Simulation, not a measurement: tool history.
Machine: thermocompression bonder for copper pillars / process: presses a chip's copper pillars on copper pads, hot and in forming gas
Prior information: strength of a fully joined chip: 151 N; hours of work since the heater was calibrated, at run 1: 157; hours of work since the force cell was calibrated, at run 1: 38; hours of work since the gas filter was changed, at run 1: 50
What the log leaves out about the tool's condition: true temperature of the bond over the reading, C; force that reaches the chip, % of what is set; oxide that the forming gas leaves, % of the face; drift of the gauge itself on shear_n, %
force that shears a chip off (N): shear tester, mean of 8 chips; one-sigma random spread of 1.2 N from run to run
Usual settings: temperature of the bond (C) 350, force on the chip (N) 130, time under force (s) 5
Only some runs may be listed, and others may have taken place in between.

run	hour	temperature of the bond (C)	force on the chip (N)	time under force (s)	hours of work since the heater was calibrated	hours of work since the force cell was calibrated	hours of work since the gas filter was changed	force that shears a chip off (N)
1	0	350	130	5	157	38	50	109.6
2	7.5	350	130	5	160	41	54	106.4
3	17.4	350	130	5	165	46	59	105.8
4	29	350	130	5	171	52	64	107.5
5	43.9	350	130	5	178	59	72	106.5
6	55.5	350	130	10	184	65	77	123.6
7	71.6	341	130	5	192	73	85	98.2
8	86.5	350	130	5	199	80	93	106.7
9	97.8	350	130	5	205	86	98	105.4
10	105.4	350	105	5	208	89	102	92.5
11	116.9	358	130	5	214	95	108	110.7
12	127.5	358	130	5	219	100	113	111.7
13	135.7	358	130	5	223	104	117	111.1
14	143.8	358	130	5	227	108	121	109.3
15	159.9	350	130	5	235	116	129	106.5
16	174.7	325	164	5	242	124	136	98.7
17	184.9	350	130	5	247	129	141	104.9
# hour 187.4: force cell calibrated
18	197.6	350	130	5	253	5	147	104.6
19	204.8	350	130	5	256	9	150	103.7
20	212.7	322	130	4	260	12	154	77.2
21	221.3	322	130	4	265	17	158	76.5
22	236.8	322	130	4	272	24	166	76
# hour 244.1: force cell calibrated, once more
23	252.2	367	130	7	279	4	173	120.9
24	262.5	367	130	7	284	9	178	122.5
25	276.1	331	81	3	291	16	184	49.7
26	283.9	350	130	14	295	20	188	124.4
27	300	363	130	14	303	27	196	130.1
28	312.1	350	142	5	308	33	202	108.4
29	319.2	336	103	7	312	37	206	86.4
30	327.9	336	103	7	316	41	210	85.7

For each entry between runs, how does the tool's hidden state at the last listed run before it compare with that at the first listed run after it?
Between runs 17 and 18: force cell calibrated (hour 187.4)
  true temperature of the bond over the reading, C: -2.2 -> -2.3; force that reaches the chip, % of what is set: 100.6 -> 100.8; oxide that the forming gas leaves, % of the face: 4.61 -> 4.76
  measured less the result without the state, force that shears a chip off (N): -5.9 -> -5.9
Between runs 22 and 23: force cell calibrated, once more (hour 244.1)
  force that reaches the chip, % of what is set: 100.9 -> 100.1; oxide that the forming gas leaves, % of the face: 5.31 -> 5.5
  measured less the result without the state, force that shears a chip off (N): -5.4 -> -7.8
